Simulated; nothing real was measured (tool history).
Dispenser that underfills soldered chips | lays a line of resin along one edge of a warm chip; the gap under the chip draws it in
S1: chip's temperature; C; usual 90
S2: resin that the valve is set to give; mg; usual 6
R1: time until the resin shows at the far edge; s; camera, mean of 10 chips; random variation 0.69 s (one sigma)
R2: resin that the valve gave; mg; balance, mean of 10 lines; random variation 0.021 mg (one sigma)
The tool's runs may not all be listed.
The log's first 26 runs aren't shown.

run    day  S1    S2     R1    R2
       6.4  -- new syringe of resin
 27  6.617  86  5.48   86.7  5.35
 28  6.742  86  5.48   97.1  5.32
     6.929  -- new syringe of resin
 29  6.942  99  5.37   51.6   5.2
 30  7.192  75  5.95  122.7   5.7
 31  7.342  93  7.32   79.7  7.01
     7.462  -- new syringe of resin
 32  7.667  90  7.73   72.3  7.46
     7.858  -- dispensing valve cleaned and set on the balance
 33  7.871  97  6.91   69.7  6.94
     8.033  -- new syringe of resin
 34  8.104  87  7.01   70.1     7
 35  8.392  87  7.01   89.3     7
     8.567  -- new syringe of resin
 36  8.608  97  6.32   54.1   6.3
 37   8.75  97  6.01   60.7  5.99

Forecast each of these 3 alternatives for the next run:
  A  9.054   86  5.27   ?   ?
  B  9.054   97  6.64   ?   ?
  C  9.054  101  6.01   ?   ?

run    R1    R2
  A   107  5.23
  B  77.7  6.62
  C  69.1  5.99
Without the tool's hidden state the same runs would have given:
run    R1    R2
  A    71  5.28
  B  51.7  6.67
  C    46  6.04
